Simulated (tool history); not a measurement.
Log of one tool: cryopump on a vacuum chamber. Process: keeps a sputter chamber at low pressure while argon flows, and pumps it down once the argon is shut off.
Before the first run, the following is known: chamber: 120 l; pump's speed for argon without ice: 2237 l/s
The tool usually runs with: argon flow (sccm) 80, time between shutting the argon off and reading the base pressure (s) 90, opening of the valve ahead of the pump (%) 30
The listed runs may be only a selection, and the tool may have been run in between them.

run,day,argon flow (sccm),time between shutting the argon off and reading the base pressure (s),opening of the valve ahead of the pump (%),pressure while argon flows (Pa),pressure after the wait (uPa)
1,0.000,80,90,30,0.2151,1.07
2,0.875,80,90,30,0.2143,1.12
3,1.542,130,90,30,0.3465,1.11
4,2.421,130,123,30,0.3510,0.96
5,3.712,106,90,30,0.2838,1.15
6,4.475,106,90,30,0.2853,1.12
7,5.333,106,90,30,0.2861,1.15
8,5.925,106,90,30,0.2851,1.10
9,7.046,80,90,30,0.2185,1.13
10,8.362,80,90,30,0.2158,1.16
11,9.146,94,229,56,0.1447,0.75
12,10.333,115,150,38,0.2506,0.92
13,11.050,115,150,38,0.2509,0.92
14,11.946,115,150,38,0.2515,0.97
15,12.717,34,23,28,0.0986,2.96
16,13.375,34,23,28,0.0983,3.07
17,14.150,59,97,53,0.0971,1.14

Hidden state or all else? Some run-to-run changes of pressure while argon flows (Pa), split into what the settings, what came in and random variation would give without the hidden state, and what is left for the hidden state (with any gauge scatter that isn't in both results):
Hidden state present: pump's speed, % of a pump's without ice; cold plate's temperature, K; leak into the chamber, uPa l/s; drift of the gauge itself on working_pa, %; drift of the gauge itself on base_upa, %.
Run 14 -> 15: argon flow (sccm) 115 -> 34, time between shutting the argon off and reading the base pressure (s) 150 -> 23, opening of the valve ahead of the pump (%) 38 -> 28. pressure while argon flows (Pa) -0.1529: hidden state -0.0160, all else -0.1369.

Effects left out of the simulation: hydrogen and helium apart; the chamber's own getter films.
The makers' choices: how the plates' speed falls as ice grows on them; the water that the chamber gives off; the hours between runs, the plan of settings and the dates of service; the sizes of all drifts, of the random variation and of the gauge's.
